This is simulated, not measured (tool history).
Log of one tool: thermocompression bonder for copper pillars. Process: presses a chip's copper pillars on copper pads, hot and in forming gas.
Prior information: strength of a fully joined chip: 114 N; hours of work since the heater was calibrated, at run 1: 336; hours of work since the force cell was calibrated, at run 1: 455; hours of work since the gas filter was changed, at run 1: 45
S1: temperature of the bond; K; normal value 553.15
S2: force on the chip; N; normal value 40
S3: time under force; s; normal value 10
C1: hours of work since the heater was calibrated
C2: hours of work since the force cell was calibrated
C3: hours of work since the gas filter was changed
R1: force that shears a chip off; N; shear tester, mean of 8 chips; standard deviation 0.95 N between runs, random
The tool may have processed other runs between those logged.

| run | hour | S1 | S2 | S3 | C1 | C2 | C3 | R1 |
|---|---|---|---|---|---|---|---|---|
| 1 | 0 | 553.15 | 40 | 10 | 336 | 455 | 45 | 76 |
| 2 | 69.4 | 553.15 | 40 | 10 | 381 | 499 | 89 | 76.6 |
| 3 | 130.2 | 553.15 | 40 | 14 | 420 | 538 | 128 | 80.6 |
| 4 | 162.6 | 553.15 | 40 | 10 | 440 | 559 | 148 | 73.3 |
| 5 | 220.6 | 553.15 | 40 | 10 | 477 | 596 | 185 | 72.3 |
|  | 234.9 | forming gas filter changed |
| 6 | 286.8 | 553.15 | 40 | 10 | 519 | 638 | 33 | 79.2 |
| 7 | 316.6 | 553.15 | 40 | 23 | 538 | 657 | 52 | 92.4 |
| 8 | 372.1 | 553.15 | 40 | 23 | 574 | 692 | 88 | 88.6 |
| 9 | 437.3 | 553.15 | 40 | 10 | 615 | 734 | 129 | 72.8 |
| 10 | 498 | 553.15 | 40 | 10 | 654 | 772 | 168 | 71.4 |
|  | 538.1 | forming gas filter changed |
| 11 | 538.1 | 553.15 | 40 | 10 | 679 | 798 | 0 | 74.1 |
|  | 556.3 | force cell calibrated |
| 12 | 600.2 | 553.15 | 40 | 10 | 718 | 28 | 39 | 75.4 |
| 13 | 636.1 | 553.15 | 40 | 10 | 741 | 51 | 62 | 74.7 |
| 14 | 704.5 | 553.15 | 25 | 25 | 785 | 95 | 105 | 76.5 |
| 15 | 769.6 | 553.15 | 25 | 25 | 826 | 136 | 147 | 77.9 |
| 16 | 819.8 | 553.15 | 25 | 25 | 858 | 168 | 179 | 75.6 |
|  | 845.7 | forming gas filter changed |
| 17 | 884.9 | 525.15 | 33 | 7 | 900 | 210 | 25 | 43.7 |
| 18 | 915.2 | 525.15 | 33 | 7 | 919 | 229 | 44 | 43.1 |
| 19 | 947.5 | 568.15 | 40 | 10 | 940 | 250 | 65 | 83.5 |
| 20 | 983.9 | 568.15 | 40 | 10 | 963 | 273 | 88 | 81.7 |
| 21 | 1013.1 | 568.15 | 40 | 10 | 981 | 291 | 107 | 84.7 |
| 22 | 1050.2 | 568.15 | 40 | 10 | 1005 | 315 | 131 | 81.1 |
| 23 | 1116.4 | 553.15 | 56 | 11 | 1047 | 357 | 173 | 81 |
|  | 1150.7 | forming gas filter changed |
| 24 | 1155.5 | 564.15 | 40 | 10 | 1072 | 382 | 3 | 81.4 |
| 25 | 1200.8 | 569.15 | 51 | 10 | 1101 | 411 | 32 | 89.7 |

Below are 5 alternative next runs, each starting from the tool's condition after run 25. Predict each:
| A | 1232 | 526.15 | 51 | 10 | 1121 | 431 | 52 | ? |
| B | 1232 | 548.15 | 40 | 10 | 1121 | 431 | 52 | ? |
| C | 1232 | 525.15 | 48 | 19 | 1121 | 431 | 52 | ? |
| D | 1232 | 563.15 | 40 | 11 | 1121 | 431 | 52 | ? |
| E | 1232 | 563.15 | 40 | 10 | 1121 | 431 | 52 | ? |

| run | R1 |
|---|---|
| A | 61.3 |
| B | 69.9 |
| C | 72.1 |
| D | 83.9 |
| E | 79.6 |
With the hidden condition removed and each run's random variation left untouched, the same runs would have given:
| run | R1 |
|---|---|
| A | 69.5 |
| B | 77.8 |
| C | 80.6 |
| D | 91.5 |
| E | 87.1 |
